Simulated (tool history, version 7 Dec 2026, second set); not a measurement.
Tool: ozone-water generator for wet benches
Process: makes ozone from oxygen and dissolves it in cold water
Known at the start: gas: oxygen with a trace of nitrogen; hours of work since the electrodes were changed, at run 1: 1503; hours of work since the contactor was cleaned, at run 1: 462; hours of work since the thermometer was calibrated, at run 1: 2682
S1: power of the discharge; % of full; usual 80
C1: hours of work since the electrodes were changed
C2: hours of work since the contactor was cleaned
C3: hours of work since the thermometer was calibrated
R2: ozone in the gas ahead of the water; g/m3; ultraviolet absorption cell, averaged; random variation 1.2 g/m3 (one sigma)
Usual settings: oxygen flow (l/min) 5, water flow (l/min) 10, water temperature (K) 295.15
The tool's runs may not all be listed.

Run 1, hour 0: usual settings; C1 1503; C2 462; C3 2682. Result: dissolved ozone (ppm) 31.4, R2 206.7 g/m3.
Run 2, hour 46.7: usual settings; C1 1545; C2 504; C3 2723. Result: dissolved ozone (ppm) 31.5, R2 209 g/m3.
Run 3, hour 79.1: usual settings but oxygen flow (l/min) 2.64; C1 1574; C2 533; C3 2752. Result: dissolved ozone (ppm) 36.9, R2 325.1 g/m3.
Run 4, hour 142.6: usual settings but oxygen flow (l/min) 2.64; C1 1630; C2 589; C3 2809. Result: dissolved ozone (ppm) 36.9, R2 318.4 g/m3.
Run 5, hour 181: usual settings but oxygen flow (l/min) 2.64; C1 1665; C2 624; C3 2843. Result: dissolved ozone (ppm) 36.8, R2 321.6 g/m3.
Run 6, hour 236.7: usual settings but oxygen flow (l/min) 2.64; C1 1714; C2 673; C3 2893. Result: dissolved ozone (ppm) 36, R2 319.6 g/m3.
Run 7, hour 292.4: usual settings but oxygen flow (l/min) 2.64; C1 1764; C2 723; C3 2942. Result: dissolved ozone (ppm) 35.9, R2 321.1 g/m3.
Run 8, hour 330.7: usual settings but oxygen flow (l/min) 2.64; C1 1798; C2 757; C3 2977. Result: dissolved ozone (ppm) 36.3, R2 314.5 g/m3.
Run 9, hour 374.1: usual settings but oxygen flow (l/min) 2.64; C1 1837; C2 796; C3 3015. Result: dissolved ozone (ppm) 36.4, R2 317.7 g/m3.
Run 10, hour 418.1: usual settings but oxygen flow (l/min) 2.64; C1 1876; C2 835; C3 3054. Result: dissolved ozone (ppm) 36.5, R2 320.2 g/m3.
Run 11, hour 450.4: usual settings; C1 1905; C2 864; C3 3083. Result: dissolved ozone (ppm) 30.8, R2 206.9 g/m3.
Run 12, hour 528.9: usual settings; C1 1975; C2 934; C3 3153. Result: dissolved ozone (ppm) 30.9, R2 207.2 g/m3.
Run 13, hour 578.2: usual settings but water temperature (K) 301.15; C1 2019; C2 978; C3 3197. Result: dissolved ozone (ppm) 27.5, R2 206.6 g/m3.
Run 14, hour 648.5: usual settings but S1 83 % of full; C1 2081; C2 1040; C3 3260. Result: dissolved ozone (ppm) 31.8, R2 211.1 g/m3.
At hour 664.3: water thermometer calibrated.
Run 15, hour 726.6: usual settings but water temperature (K) 301.15; C1 2150; C2 1110; C3 56. Result: dissolved ozone (ppm) 27.5, R2 204.3 g/m3.
Run 16, hour 774: usual settings but water temperature (K) 301.15; C1 2193; C2 1152; C3 98. Result: dissolved ozone (ppm) 27.1, R2 205.1 g/m3.
Run 17, hour 852.2: usual settings but water temperature (K) 301.15; C1 2262; C2 1222; C3 168. Result: dissolved ozone (ppm) 27, R2 204.5 g/m3.
Run 18, hour 921.4: usual settings but S1 49 % of full, water temperature (K) 288.15; C1 2324; C2 1283; C3 229. Result: dissolved ozone (ppm) 28, R2 161.9 g/m3.
Run 19, hour 968.8: usual settings but oxygen flow (l/min) 2.76, water flow (l/min) 16; C1 2366; C2 1326; C3 271. Result: dissolved ozone (ppm) 25.7, R2 303.6 g/m3.
Run 20, hour 1040.1: usual settings but S1 47 % of full, oxygen flow (l/min) 3.39; C1 2430; C2 1389; C3 335. Result: dissolved ozone (ppm) 26.2, R2 205.1 g/m3.
At hour 1090: water thermometer calibrated, once more.
Run 21, hour 1093.3: usual settings but S1 47 % of full, oxygen flow (l/min) 6.22, water flow (l/min) 6; C1 2477; C2 1436; C3 3. Result: dissolved ozone (ppm) 26.9, R2 135.7 g/m3.
Run 22, hour 1166.2: usual settings but oxygen flow (l/min) 3.31, water temperature (K) 297.15; C1 2542; C2 1501; C3 68. Result: dissolved ozone (ppm) 33.4, R2 266.4 g/m3.
Run 23, hour 1242.6: usual settings but oxygen flow (l/min) 3.5, water flow (l/min) 9; C1 2610; C2 1569; C3 136. Result: dissolved ozone (ppm) 35.8, R2 259.9 g/m3.
Run 24, hour 1315.3: usual settings but S1 57 % of full, water temperature (K) 296.15; C1 2675; C2 1634; C3 201. Result: dissolved ozone (ppm) 25.4, R2 171.3 g/m3.
Run 25, hour 1391.6: usual settings but S1 57 % of full, water temperature (K) 296.15; C1 2743; C2 1702; C3 269. Result: dissolved ozone (ppm) 25.4, R2 171.5 g/m3.
Run 26, hour 1464.9: usual settings but S1 57 % of full, oxygen flow (l/min) 2.64, water flow (l/min) 15, water temperature (K) 296.15; C1 2808; C2 1767; C3 334. Result: dissolved ozone (ppm) 22.4, R2 264.4 g/m3.
Run 27, hour 1500.9: usual settings but S1 52 % of full, oxygen flow (l/min) 6.38, water flow (l/min) 7, water temperature (K) 301.15; C1 2840; C2 1799; C3 366. Result: dissolved ozone (ppm) 22.4, R2 139.4 g/m3.
Run 28, hour 1575.9: usual settings but S1 90 % of full, oxygen flow (l/min) 2.93, water flow (l/min) 12, water temperature (K) 294.15; C1 2907; C2 1866; C3 433. Result: dissolved ozone (ppm) 32.8, R2 305.7 g/m3.
Run 29, hour 1641.6: usual settings but S1 63 % of full, oxygen flow (l/min) 2.93, water flow (l/min) 12, water temperature (K) 289.15; C1 2966; C2 1925; C3 492. Result: dissolved ozone (ppm) 29.9, R2 259.1 g/m3.
Run 30, hour 1706.3: usual settings but S1 50 % of full, water temperature (K) 288.15; C1 3023; C2 1983; C3 549. Result: dissolved ozone (ppm) 27.7, R2 159.9 g/m3.
Run 31, hour 1761.3: usual settings but water temperature (K) 298.15; C1 3072; C2 2032; C3 598. Result: dissolved ozone (ppm) 28.6, R2 201.5 g/m3.
Run 32, hour 1794.7: usual settings but water temperature (K) 298.15; C1 3102; C2 2061; C3 628. Result: dissolved ozone (ppm) 28.4, R2 201.2 g/m3.
Run 33, hour 1861.9: usual settings but S1 46 % of full, oxygen flow (l/min) 6.9, water temperature (K) 302.15; C1 3162; C2 2121; C3 688. Result: dissolved ozone (ppm) 17.4, R2 123.6 g/m3.

4 ways to go on from here, each from the tool as it stands after run 33. What would each give?
Run A, hour 1932.9: usual settings but S1 46 % of full, oxygen flow (l/min) 6.9, water flow (l/min) 8, water temperature (K) 302.15; C1 3225; C2 2185; C3 751. Result: dissolved ozone (ppm) ?, R2 ?.
Run B, hour 1932.9: usual settings but S1 61 % of full, oxygen flow (l/min) 3.94; C1 3225; C2 2185; C3 751. Result: dissolved ozone (ppm) ?, R2 ?.
Run C, hour 1932.9: usual settings but S1 40 % of full, water temperature (K) 297.15; C1 3225; C2 2185; C3 751. Result: dissolved ozone (ppm) ?, R2 ?.
Run D, hour 1932.9: usual settings but S1 64 % of full, oxygen flow (l/min) 2.52; C1 3225; C2 2185; C3 751. Result: dissolved ozone (ppm) ?, R2 ?.

run  dissolved ozone (ppm)     R2
  A                   18.7  123.1
  B                   28.4  207.1
  C                   20.6  142.6
  D                   31.7  287.2
Without the tool's hidden state the same runs would have given:
run  dissolved ozone (ppm)     R2
  A                   19.9  129.3
  B                   30.6  219.4
  C                   21.9  149.1
  D                   34.1  304.6
